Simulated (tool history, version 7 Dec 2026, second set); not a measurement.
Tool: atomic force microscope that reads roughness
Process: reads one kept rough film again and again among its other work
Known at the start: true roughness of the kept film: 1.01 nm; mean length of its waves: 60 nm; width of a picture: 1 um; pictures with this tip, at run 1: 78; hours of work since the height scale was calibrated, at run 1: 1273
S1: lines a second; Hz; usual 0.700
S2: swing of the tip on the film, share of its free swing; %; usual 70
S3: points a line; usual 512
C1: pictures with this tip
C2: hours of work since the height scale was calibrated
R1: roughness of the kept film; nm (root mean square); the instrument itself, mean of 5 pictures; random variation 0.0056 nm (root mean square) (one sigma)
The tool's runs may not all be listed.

Run 1, hour 0.0: usual settings; C1 78; C2 1273. Result: R1 0.942 nm (root mean square).
At hour 5.7: new tip fitted.
At hour 53.0: new tip fitted.
Run 2, hour 53.7: usual settings; C1 1; C2 1309. Result: R1 0.953 nm (root mean square).
At hour 100.8: new tip fitted.
Run 3, hour 106.2: usual settings; C1 11; C2 1346. Result: R1 0.952 nm (root mean square).
Run 4, hour 142.7: usual settings; C1 82; C2 1371. Result: R1 0.938 nm (root mean square).
At hour 147.1: new tip fitted.
At hour 194.4: new tip fitted.
Run 5, hour 200.1: usual settings; C1 11; C2 1410. Result: R1 0.953 nm (root mean square).
At hour 239.3: new tip fitted.
Run 6, hour 252.4: usual settings; C1 25; C2 1446. Result: R1 0.949 nm (root mean square).
At hour 289.7: new tip fitted.
Run 7, hour 305.1: usual settings; C1 30; C2 1482. Result: R1 0.947 nm (root mean square).
At hour 337.5: new tip fitted.
Run 8, hour 378.1: usual settings but S3 565; C1 79; C2 1533. Result: R1 0.939 nm (root mean square).
At hour 383.3: new tip fitted.
Run 9, hour 408.5: usual settings; C1 49; C2 1554. Result: R1 0.943 nm (root mean square).
At hour 430.2: new tip fitted.
Run 10, hour 465.1: usual settings; C1 68; C2 1592. Result: R1 0.938 nm (root mean square).
At hour 475.2: new tip fitted.
Run 11, hour 506.2: usual settings but S1 1.090 Hz; C1 60; C2 1621. Result: R1 0.922 nm (root mean square).
At hour 522.1: new tip fitted.
Run 12, hour 542.5: usual settings but S1 1.090 Hz; C1 40; C2 1646. Result: R1 0.921 nm (root mean square).
At hour 572.3: new tip fitted.
Run 13, hour 592.7: usual settings but S1 1.090 Hz; C1 40; C2 1680. Result: R1 0.924 nm (root mean square).
At hour 618.6: new tip fitted.
Run 14, hour 630.9: usual settings; C1 24; C2 1706. Result: R1 0.950 nm (root mean square).
At hour 664.6: new tip fitted.
Run 15, hour 685.3: usual settings but S2 71 %; C1 41; C2 1744. Result: R1 0.933 nm (root mean square).
At hour 712.8: new tip fitted.
Run 16, hour 729.2: usual settings but S2 71 %; C1 33; C2 1774. Result: R1 0.939 nm (root mean square).
At hour 759.2: new tip fitted.
Run 17, hour 792.7: usual settings; C1 65; C2 1818. Result: R1 0.933 nm (root mean square).
At hour 807.0: new tip fitted.
Run 18, hour 836.0: usual settings; C1 57; C2 1847. Result: R1 0.936 nm (root mean square).
At hour 854.7: new tip fitted.
At hour 901.6: new tip fitted.
Run 19, hour 907.7: usual settings but S2 76 %, S3 302; C1 12; C2 1896. Result: R1 0.930 nm (root mean square).
At hour 947.6: new tip fitted.
Run 20, hour 962.4: usual settings but S1 0.791 Hz, S2 76 %, S3 796; C1 29; C2 1934. Result: R1 0.921 nm (root mean square).
At hour 992.9: new tip fitted.
Run 21, hour 994.0: usual settings but S1 0.791 Hz, S2 76 %, S3 796; C1 2; C2 1956. Result: R1 0.928 nm (root mean square).
At hour 1041.0: new tip fitted.
Run 22, hour 1044.0: usual settings but S1 0.874 Hz, S3 559; C1 6; C2 1990. Result: R1 0.953 nm (root mean square).
At hour 1089.8: new tip fitted.
Run 23, hour 1094.0: usual settings but S1 0.874 Hz, S3 559; C1 8; C2 2024. Result: R1 0.938 nm (root mean square).
At hour 1136.6: new tip fitted.
Run 24, hour 1150.2: usual settings but S3 443; C1 27; C2 2063. Result: R1 0.937 nm (root mean square).
At hour 1184.0: new tip fitted.
Run 25, hour 1214.2: usual settings but S1 0.630 Hz, S2 89 %, S3 543; C1 59; C2 2107. Result: R1 0.900 nm (root mean square).
At hour 1231.9: new tip fitted.
At hour 1278.7: new tip fitted.
Run 26, hour 1279.8: usual settings but S1 0.630 Hz, S2 89 %, S3 543; C1 2; C2 2152. Result: R1 0.924 nm (root mean square).
Run 27, hour 1319.4: usual settings but S1 0.630 Hz, S2 89 %, S3 543; C1 79; C2 2180. Result: R1 0.899 nm (root mean square).
At hour 1326.6: new tip fitted.
At hour 1334.3: height scale calibrated on a step standard.
At hour 1377.6: new tip fitted.
Run 28, hour 1385.0: usual settings but S1 0.630 Hz, S2 89 %, S3 543; C1 14; C2 35. Result: R1 0.941 nm (root mean square).
At hour 1425.8: new tip fitted.
Run 29, hour 1436.3: usual settings but S1 0.630 Hz, S2 89 %, S3 543; C1 20; C2 70. Result: R1 0.936 nm (root mean square).
At hour 1472.5: new tip fitted.
Run 30, hour 1473.9: usual settings but S1 2.514 Hz, S2 64 %, S3 454; C1 3; C2 96. Result: R1 0.942 nm (root mean square).
At hour 1517.6: new tip fitted.
Run 31, hour 1531.2: usual settings but S2 61 %, S3 778; C1 27; C2 135. Result: R1 0.969 nm (root mean square).
At hour 1563.2: new tip fitted.
Run 32, hour 1586.7: usual settings but S2 61 %, S3 778; C1 46; C2 174. Result: R1 0.980 nm (root mean square).
At hour 1610.7: new tip fitted.
Run 33, hour 1625.1: usual settings but S2 61 %, S3 778; C1 28; C2 200. Result: R1 0.979 nm (root mean square).
At hour 1658.1: new tip fitted.
Run 34, hour 1672.5: usual settings but S1 0.725 Hz, S3 390; C1 28; C2 232. Result: R1 0.971 nm (root mean square).
At hour 1704.4: new tip fitted.
Run 35, hour 1713.3: usual settings but S1 0.725 Hz, S3 390; C1 17; C2 260. Result: R1 0.968 nm (root mean square).
At hour 1750.3: new tip fitted.
Run 36, hour 1751.4: usual settings but S1 2.425 Hz, S2 71 %, S3 337; C1 2; C2 287. Result: R1 0.914 nm (root mean square).

Forecast each of these 4 alternatives for the next run:
At hour 1796.5: new tip fitted.
Run A, hour 1810.8: usual settings but S1 0.850 Hz, S2 58 %, S3 410; C1 28; C2 327. Result: R1 ?.
At hour 1796.5: new tip fitted.
Run B, hour 1810.8: usual settings but S1 3.581 Hz; C1 28; C2 327. Result: R1 ?.
At hour 1796.5: new tip fitted.
Run C, hour 1810.8: usual settings but S1 3.633 Hz, S2 71 %, S3 500; C1 28; C2 327. Result: R1 ?.
At hour 1796.5: new tip fitted.
Run D, hour 1810.8: usual settings but S1 2.425 Hz, S2 71 %, S3 629; C1 28; C2 327. Result: R1 ?.

run     R1
  A  0.973
  B  0.888
  C  0.868
  D  0.902
Without the tool's hidden state the same runs would have given:
run     R1
  A  0.986
  B  0.900
  C  0.880
  D  0.914

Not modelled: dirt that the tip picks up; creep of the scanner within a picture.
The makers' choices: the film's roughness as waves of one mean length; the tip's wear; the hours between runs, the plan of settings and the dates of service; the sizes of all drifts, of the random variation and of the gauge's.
